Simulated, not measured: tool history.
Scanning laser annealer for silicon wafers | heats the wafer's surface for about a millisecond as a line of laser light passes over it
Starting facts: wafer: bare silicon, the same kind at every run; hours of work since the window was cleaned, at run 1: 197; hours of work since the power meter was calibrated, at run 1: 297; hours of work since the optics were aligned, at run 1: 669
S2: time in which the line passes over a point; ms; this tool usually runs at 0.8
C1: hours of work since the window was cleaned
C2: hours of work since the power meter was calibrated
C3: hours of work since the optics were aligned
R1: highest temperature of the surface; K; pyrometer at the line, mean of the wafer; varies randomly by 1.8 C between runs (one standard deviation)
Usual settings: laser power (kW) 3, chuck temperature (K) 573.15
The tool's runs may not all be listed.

run 1 hour=0 | laser_power_(kW)=3 S2=0.8 chuck_temperature_(K)=573.15 | C1=197 C2=297 C3=669 | R1=1296.15
run 2 hour=9 | laser_power_(kW)=3 S2=0.8 chuck_temperature_(K)=573.15 | C1=201 C2=301 C3=673 | R1=1296.15
run 3 hour=20 | laser_power_(kW)=3 S2=0.8 chuck_temperature_(K)=573.15 | C1=206 C2=305 C3=678 | R1=1296.15
run 4 hour=28.9 | laser_power_(kW)=3 S2=0.8 chuck_temperature_(K)=573.15 | C1=210 C2=309 C3=682 | R1=1294.15
run 5 hour=45.5 | laser_power_(kW)=3 S2=0.746 chuck_temperature_(K)=573.15 | C1=217 C2=316 C3=689 | R1=1266.15
run 6 hour=54.2 | laser_power_(kW)=3 S2=0.746 chuck_temperature_(K)=573.15 | C1=220 C2=320 C3=692 | R1=1269.15
run 7 hour=74.2 | laser_power_(kW)=3 S2=0.972 chuck_temperature_(K)=573.15 | C1=229 C2=328 C3=701 | R1=1386.15
run 8 hour=85.9 | laser_power_(kW)=3 S2=0.8 chuck_temperature_(K)=573.15 | C1=234 C2=333 C3=706 | R1=1295.15
run 9 hour=95.9 | laser_power_(kW)=3 S2=0.8 chuck_temperature_(K)=573.15 | C1=238 C2=338 C3=710 | R1=1295.15
run 10 hour=112.7 | laser_power_(kW)=2.604 S2=0.8 chuck_temperature_(K)=573.15 | C1=245 C2=345 C3=717 | R1=1199.15
-- hour=115.7 window over the wafer cleaned
run 11 hour=129.3 | laser_power_(kW)=3.218 S2=0.778 chuck_temperature_(K)=573.15 | C1=6 C2=351 C3=723 | R1=1320.15
run 12 hour=142.6 | laser_power_(kW)=3.218 S2=0.778 chuck_temperature_(K)=573.15 | C1=11 C2=357 C3=729 | R1=1320.15
run 13 hour=158.1 | laser_power_(kW)=3.17 S2=0.802 chuck_temperature_(K)=609.15 | C1=18 C2=363 C3=736 | R1=1361.15
run 14 hour=177.3 | laser_power_(kW)=3.019 S2=0.848 chuck_temperature_(K)=566.15 | C1=26 C2=371 C3=744 | R1=1309.15
run 15 hour=192.3 | laser_power_(kW)=3.019 S2=0.848 chuck_temperature_(K)=566.15 | C1=32 C2=378 C3=750 | R1=1310.15
run 16 hour=212 | laser_power_(kW)=3.001 S2=0.812 chuck_temperature_(K)=594.15 | C1=41 C2=386 C3=759 | R1=1310.15
run 17 hour=221.1 | laser_power_(kW)=3.257 S2=0.941 chuck_temperature_(K)=571.15 | C1=45 C2=390 C3=762 | R1=1420.15

What if the next run were any one of these 5? Each begins from the tool's condition after run 17:
-- hour=234.1 window over the wafer cleaned, once more
run A hour=239.5 | laser_power_(kW)=2.728 S2=0.767 chuck_temperature_(K)=571.15 | C1=2 C2=397 C3=769 | R1=?
-- hour=234.1 window over the wafer cleaned, once more
run B hour=239.5 | laser_power_(kW)=3.257 S2=0.927 chuck_temperature_(K)=571.15 | C1=2 C2=397 C3=769 | R1=?
-- hour=234.1 window over the wafer cleaned, once more
run C hour=239.5 | laser_power_(kW)=3 S2=0.679 chuck_temperature_(K)=573.15 | C1=2 C2=397 C3=769 | R1=?
-- hour=234.1 window over the wafer cleaned, once more
run D hour=239.5 | laser_power_(kW)=3.257 S2=0.598 chuck_temperature_(K)=571.15 | C1=2 C2=397 C3=769 | R1=?
-- hour=234.1 window over the wafer cleaned, once more
run E hour=239.5 | laser_power_(kW)=2.716 S2=0.683 chuck_temperature_(K)=555.15 | C1=2 C2=397 C3=769 | R1=?

run=A R1=1225.15
run=B R1=1438.15
run=C R1=1237.15
run=D R1=1239.15
run=E R1=1165.15
Take away the tool's hidden state, keep each run's random variation, and the runs would have read:
run=A R1=1227.15
run=B R1=1441.15
run=C R1=1239.15
run=D R1=1242.15
run=E R1=1167.15
